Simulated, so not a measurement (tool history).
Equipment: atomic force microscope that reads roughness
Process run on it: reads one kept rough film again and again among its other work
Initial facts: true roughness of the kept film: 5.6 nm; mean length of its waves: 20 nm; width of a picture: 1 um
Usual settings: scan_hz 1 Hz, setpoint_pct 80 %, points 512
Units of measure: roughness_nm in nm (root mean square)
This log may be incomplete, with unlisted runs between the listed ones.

{"run": 1, "hour": 0.0, "scan_hz": 1, "setpoint_pct": 80, "points": 512, "roughness_nm": 3.335}
{"run": 2, "hour": 61.8, "scan_hz": 1, "setpoint_pct": 80, "points": 512, "roughness_nm": 2.917}
{"run": 3, "hour": 99.2, "scan_hz": 1, "setpoint_pct": 80, "points": 512, "roughness_nm": 2.707}
{"run": 4, "hour": 148.8, "scan_hz": 1, "setpoint_pct": 80, "points": 512, "roughness_nm": 2.457}
{"run": 5, "hour": 187.3, "scan_hz": 0.82, "setpoint_pct": 80, "points": 512, "roughness_nm": 3.337}
{"run": 6, "hour": 241.8, "scan_hz": 0.82, "setpoint_pct": 80, "points": 512, "roughness_nm": 2.939}
{"run": 7, "hour": 273.6, "scan_hz": 0.82, "setpoint_pct": 80, "points": 512, "roughness_nm": 2.677}
{"run": 8, "hour": 319.3, "scan_hz": 0.82, "setpoint_pct": 80, "points": 512, "roughness_nm": 2.43}
{"run": 9, "hour": 380.2, "scan_hz": 0.82, "setpoint_pct": 80, "points": 512, "roughness_nm": 3.226}
{"run": 10, "hour": 417.0, "scan_hz": 0.82, "setpoint_pct": 80, "points": 512, "roughness_nm": 2.964}
{"run": 11, "hour": 480.8, "scan_hz": 0.82, "setpoint_pct": 80, "points": 512, "roughness_nm": 2.605}
{"run": 12, "hour": 523.4, "scan_hz": 0.57, "setpoint_pct": 80, "points": 512, "roughness_nm": 2.402}
{"run": 13, "hour": 574.4, "scan_hz": 1, "setpoint_pct": 80, "points": 512, "roughness_nm": 3.231}
{"run": 14, "hour": 614.8, "scan_hz": 1.85, "setpoint_pct": 80, "points": 512, "roughness_nm": 2.911}
{"run": 15, "hour": 652.3, "scan_hz": 1, "setpoint_pct": 80, "points": 656, "roughness_nm": 2.702}
{"run": 16, "hour": 706.1, "scan_hz": 1, "setpoint_pct": 80, "points": 656, "roughness_nm": 2.468}
{"run": 17, "hour": 760.1, "scan_hz": 1, "setpoint_pct": 80, "points": 656, "roughness_nm": 3.406}
{"run": 18, "hour": 815.3, "scan_hz": 1, "setpoint_pct": 80, "points": 512, "roughness_nm": 2.997}
{"run": 19, "hour": 874.2, "scan_hz": 1, "setpoint_pct": 80, "points": 512, "roughness_nm": 2.652}
{"run": 20, "hour": 932.6, "scan_hz": 1, "setpoint_pct": 80, "points": 512, "roughness_nm": 2.339}
{"run": 21, "hour": 991.9, "scan_hz": 1, "setpoint_pct": 80, "points": 512, "roughness_nm": 2.921}
{"run": 22, "hour": 1036.3, "scan_hz": 1, "setpoint_pct": 80, "points": 512, "roughness_nm": 2.679}
{"run": 23, "hour": 1064.3, "scan_hz": 1, "setpoint_pct": 80, "points": 512, "roughness_nm": 2.509}
{"run": 24, "hour": 1098.3, "scan_hz": 2.81, "setpoint_pct": 59, "points": 710, "roughness_nm": 2.434}
{"run": 25, "hour": 1129.7, "scan_hz": 0.62, "setpoint_pct": 62, "points": 557, "roughness_nm": 2.304}
{"run": 26, "hour": 1195.2, "scan_hz": 0.53, "setpoint_pct": 66, "points": 557, "roughness_nm": 2.975}
{"run": 27, "hour": 1240.0, "scan_hz": 0.52, "setpoint_pct": 71, "points": 572, "roughness_nm": 2.735}
{"run": 28, "hour": 1276.1, "scan_hz": 0.55, "setpoint_pct": 74, "points": 572, "roughness_nm": 2.54}
{"run": 29, "hour": 1314.4, "scan_hz": 0.55, "setpoint_pct": 74, "points": 572, "roughness_nm": 2.387}
{"run": 30, "hour": 1370.5, "scan_hz": 0.55, "setpoint_pct": 76, "points": 283, "roughness_nm": 3.107}
{"run": 31, "hour": 1398.7, "scan_hz": 0.65, "setpoint_pct": 89, "points": 363, "roughness_nm": 2.884}
{"run": 32, "hour": 1449.0, "scan_hz": 0.64, "setpoint_pct": 64, "points": 802, "roughness_nm": 2.691}
{"run": 33, "hour": 1507.0, "scan_hz": 0.64, "setpoint_pct": 64, "points": 802, "roughness_nm": 2.397}
{"run": 34, "hour": 1556.4, "scan_hz": 0.64, "setpoint_pct": 67, "points": 632, "roughness_nm": 3.171}
{"run": 35, "hour": 1596.2, "scan_hz": 0.64, "setpoint_pct": 67, "points": 632, "roughness_nm": 2.892}
{"run": 36, "hour": 1623.2, "scan_hz": 1, "setpoint_pct": 80, "points": 353, "roughness_nm": 2.65}
{"run": 37, "hour": 1660.9, "scan_hz": 3.34, "setpoint_pct": 80, "points": 353, "roughness_nm": 2.344}
{"run": 38, "hour": 1712.1, "scan_hz": 1.63, "setpoint_pct": 80, "points": 512, "roughness_nm": 3.37}
{"run": 39, "hour": 1748.3, "scan_hz": 1.25, "setpoint_pct": 80, "points": 512, "roughness_nm": 3.105}
{"run": 40, "hour": 1787.5, "scan_hz": 2.43, "setpoint_pct": 80, "points": 512, "roughness_nm": 2.765}
{"run": 41, "hour": 1845.0, "scan_hz": 2.55, "setpoint_pct": 70, "points": 805, "roughness_nm": 2.53}
{"run": 42, "hour": 1891.2, "scan_hz": 2.55, "setpoint_pct": 70, "points": 805, "roughness_nm": 2.313}
{"run": 43, "hour": 1920.0, "scan_hz": 1.11, "setpoint_pct": 80, "points": 795, "roughness_nm": 3.304}
{"run": 44, "hour": 1960.2, "scan_hz": 1.11, "setpoint_pct": 80, "points": 795, "roughness_nm": 3.033}
{"run": 45, "hour": 2005.6, "scan_hz": 1.11, "setpoint_pct": 80, "points": 795, "roughness_nm": 2.721}

Not shown: 11 entries that the log had between the listed runs. Between which runs, and how does the tool's hidden state differ before and after?
After run 4, before run 5: new tip fitted (hour 164.9)
  radius of the tip, nm: 22.5 -> 12.2; height scale over the true one, %: 2.31 -> 2.34
  measured value less the no-hidden-state value, roughness_nm: -1.013 -> -0.173 nm (root mean square)
After run 6, before run 7: height scale calibrated on a step standard (hour 260.7)
  radius of the tip, nm: 16 -> 18.5; height scale over the true one, %: 2.38 -> 0.11
  measured value less the no-hidden-state value, roughness_nm: -0.545 -> -0.803 nm (root mean square)
After run 8, before run 9: new tip fitted (hour 358.7)
  radius of the tip, nm: 22 -> 12.5; height scale over the true one, %: 0.15 -> 0.2
  measured value less the no-hidden-state value, roughness_nm: -1.038 -> -0.276 nm (root mean square)
After run 12, before run 13: new tip fitted (hour 551.4)
  radius of the tip, nm: 23 -> 12.1; height scale over the true one, %: 0.31 -> 0.36
  measured value less the no-hidden-state value, roughness_nm: -1.105 -> -0.233 nm (root mean square)
After run 16, before run 17: new tip fitted (hour 746.4)
  radius of the tip, nm: 22.1 -> 11; height scale over the true one, %: 0.46 -> 0.51
  measured value less the no-hidden-state value, roughness_nm: -1.049 -> -0.101 nm (root mean square)
After run 20, before run 21: new tip fitted (hour 940)
  radius of the tip, nm: 23.9 -> 15.6; height scale over the true one, %: 0.65 -> 0.7
  measured value less the no-hidden-state value, roughness_nm: -1.135 -> -0.558 nm (root mean square)
After run 25, before run 26: new tip fitted (hour 1134.2)
  radius of the tip, nm: 25.5 -> 15.3; height scale over the true one, %: 0.82 -> 0.87
  measured value less the no-hidden-state value, roughness_nm: -1.242 -> -0.527 nm (root mean square)
After run 29, before run 30: new tip fitted (hour 1328.3)
  radius of the tip, nm: 24 -> 13.7; height scale over the true one, %: 0.97 -> 1.02
  measured value less the no-hidden-state value, roughness_nm: -1.156 -> -0.369 nm (root mean square)
After run 33, before run 34: new tip fitted (hour 1521.4)
  radius of the tip, nm: 23.8 -> 13.8; height scale over the true one, %: 1.13 -> 1.17
  measured value less the no-hidden-state value, roughness_nm: -1.136 -> -0.385 nm (root mean square)
After run 37, before run 38: new tip fitted (hour 1712.1)
  radius of the tip, nm: 21.4 -> 10.7; height scale over the true one, %: 1.25 -> 1.3
  measured value less the no-hidden-state value, roughness_nm: -0.912 -> -0.039 nm (root mean square)
After run 42, before run 43: new tip fitted (hour 1905.9)
  radius of the tip, nm: 24.5 -> 11.9; height scale over the true one, %: 1.45 -> 1.47
  measured value less the no-hidden-state value, roughness_nm: -1.143 -> -0.17 nm (root mean square)

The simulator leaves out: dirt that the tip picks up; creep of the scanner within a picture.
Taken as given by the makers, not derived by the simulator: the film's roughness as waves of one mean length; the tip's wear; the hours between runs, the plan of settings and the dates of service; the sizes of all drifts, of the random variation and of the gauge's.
